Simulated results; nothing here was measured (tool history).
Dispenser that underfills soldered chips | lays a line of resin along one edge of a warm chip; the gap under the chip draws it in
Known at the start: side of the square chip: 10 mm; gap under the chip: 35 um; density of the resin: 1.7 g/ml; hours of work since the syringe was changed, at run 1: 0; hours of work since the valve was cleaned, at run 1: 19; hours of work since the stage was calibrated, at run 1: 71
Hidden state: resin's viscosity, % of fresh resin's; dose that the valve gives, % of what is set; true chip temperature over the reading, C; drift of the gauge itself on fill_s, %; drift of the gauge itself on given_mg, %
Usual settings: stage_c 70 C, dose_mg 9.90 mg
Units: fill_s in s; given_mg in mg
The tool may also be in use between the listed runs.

run,hour,stage_c,dose_mg,hours of work since the syringe was changed,hours of work since the valve was cleaned,hours of work since the stage was calibrated,fill_s,given_mg
1,0.0,70,9.90,0,19,71,138.4,9.860
2,3.1,70,9.90,2,21,73,155.4,9.838
3,6.6,70,9.90,5,23,75,175.6,9.849
4,12.8,65,9.90,9,27,79,246.3,9.825
# hour 14.4: new syringe of resin
5,19.3,70,9.90,3,31,83,162.9,9.809
6,23.5,70,9.90,6,34,86,186.1,9.803
# hour 29.2: new syringe of resin
7,29.5,70,9.90,0,38,90,137.0,9.799
# hour 35.3: dispensing valve cleaned and set on the balance
8,36.0,70,9.90,4,0,93,164.6,9.883
9,39.0,70,9.90,6,2,95,184.5,9.885
# hour 44.9: new syringe of resin
10,45.4,70,9.29,0,6,99,137.8,9.273
11,49.8,70,9.29,3,9,102,159.1,9.251
12,54.5,70,10.23,6,12,105,189.5,10.186
13,58.7,70,12.66,9,15,108,216.6,12.604
# hour 59.5: new syringe of resin
14,64.8,70,9.90,3,19,112,164.6,9.833
15,69.6,70,9.90,7,22,115,193.2,9.834
# hour 74.1: new syringe of resin
16,76.1,65,9.90,1,26,119,169.9,9.829
17,80.7,65,9.90,4,29,122,197.7,9.805
18,84.1,70,9.90,7,32,124,189.5,9.801
19,86.7,70,9.90,8,33,126,209.6,9.788
# hour 88.7: new syringe of resin
20,91.5,70,9.90,2,36,129,149.3,9.783
21,97.2,85,8.83,6,40,133,118.1,8.729
# hour 99.7: dispensing valve cleaned and set on the balance
22,101.4,84,11.56,8,1,135,132.8,11.535
# hour 104.0: new syringe of resin
23,106.1,84,11.56,1,4,138,94.6,11.542
24,110.9,65,11.59,5,7,141,193.0,11.566
25,114.2,77,10.09,7,9,143,158.1,10.070
26,117.9,77,10.09,9,12,146,178.7,10.058
# hour 118.6: new syringe of resin
27,123.2,77,10.09,3,15,149,129.9,10.031
28,129.0,77,10.09,7,19,153,155.2,10.020
# hour 133.1: new syringe of resin
29,134.9,81,9.61,1,23,157,104.2,9.553
30,140.6,76,8.63,5,26,160,151.4,8.530
31,143.2,57,9.79,7,28,162,288.2,9.707
# hour 147.5: new syringe of resin
32,148.5,82,11.64,1,31,165,97.9,11.510
33,153.3,82,11.64,4,35,169,117.5,11.503
34,158.9,70,12.30,8,38,172,199.5,12.137
# hour 162.2: new syringe of resin
35,162.2,70,12.30,0,40,174,129.1,12.135
# hour 164.6: dispensing valve cleaned and set on the balance
36,168.4,68,8.49,3,3,178,169.5,8.434
37,174.3,72,12.18,7,6,182,183.1,12.113

3 ways to go on from here, each from the tool as it stands after run 37. What would each give?
A,176.9,60,9.90,9,8,183,?,?
B,176.9,58,11.26,9,8,183,?,?
C,176.9,63,12.18,9,8,183,?,?

run,fill_s,given_mg
A,297.7,9.838
B,313.1,11.196
C,261.5,12.093
Without the tool's hidden state the same runs would have given:
run,fill_s,given_mg
A,193.5,9.905
B,203.7,11.273
C,170.0,12.175
